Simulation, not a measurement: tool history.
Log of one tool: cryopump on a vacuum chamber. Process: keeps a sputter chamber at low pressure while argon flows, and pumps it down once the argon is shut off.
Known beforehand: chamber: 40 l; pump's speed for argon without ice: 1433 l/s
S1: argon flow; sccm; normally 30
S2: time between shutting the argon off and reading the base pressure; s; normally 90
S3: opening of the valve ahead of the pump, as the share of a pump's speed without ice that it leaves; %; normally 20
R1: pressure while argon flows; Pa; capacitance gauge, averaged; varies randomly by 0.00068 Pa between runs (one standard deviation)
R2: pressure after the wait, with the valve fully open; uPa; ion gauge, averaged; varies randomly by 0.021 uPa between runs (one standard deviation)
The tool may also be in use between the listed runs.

run	hour	S1	S2	S3	R1	R2
1	0.0	30	90	20	0.1804	2.01
2	52.8	30	90	20	0.1793	2.12
3	99.1	30	21	20	0.1804	2.93
4	150.8	30	21	20	0.1803	2.88
5	204.1	30	21	20	0.1819	3.00
6	229.6	30	21	20	0.1810	2.98
7	273.7	30	90	20	0.1823	2.18
8	300.8	18	90	20	0.1085	2.31
9	336.6	52	90	20	0.3141	2.24
10	387.5	52	90	20	0.3153	2.29
11	419.1	30	90	36	0.1042	2.35
12	444.7	30	90	20	0.1835	2.28
13	502.0	34	101	20	0.2077	2.38
14	537.7	30	90	52	0.0747	2.39
15	595.0	30	85	42	0.0909	2.51
16	633.8	30	85	42	0.0909	2.53
17	674.7	30	85	42	0.0917	2.59
18	706.3	21	24	53	0.0524	3.27
19	745.4	12	121	18	0.0816	2.59
20	788.9	12	121	18	0.0821	2.63
21	846.2	15	28	15	0.1228	3.26
# hour 876.6: pump warmed up, emptied and cooled again
22	888.6	15	28	15	0.1189	2.90
23	938.9	15	282	15	0.1186	2.13

Each row is a separate what-if for the run after 23, all from the same tool condition, not one after another. Results?
A	978.9	30	90	58	?	?
B	978.9	30	43	23	?	?
C	978.9	17	121	15	?	?
D	978.9	28	90	20	?	?

run	R1	R2
A	0.0625	2.33
B	0.1548	2.57
C	0.1340	2.26
D	0.1666	2.31
Had the tool no hidden state, the same runs would have come out as:
run	R1	R2
A	0.0612	0.43
B	0.1534	0.71
C	0.1332	0.35
D	0.1654	0.41
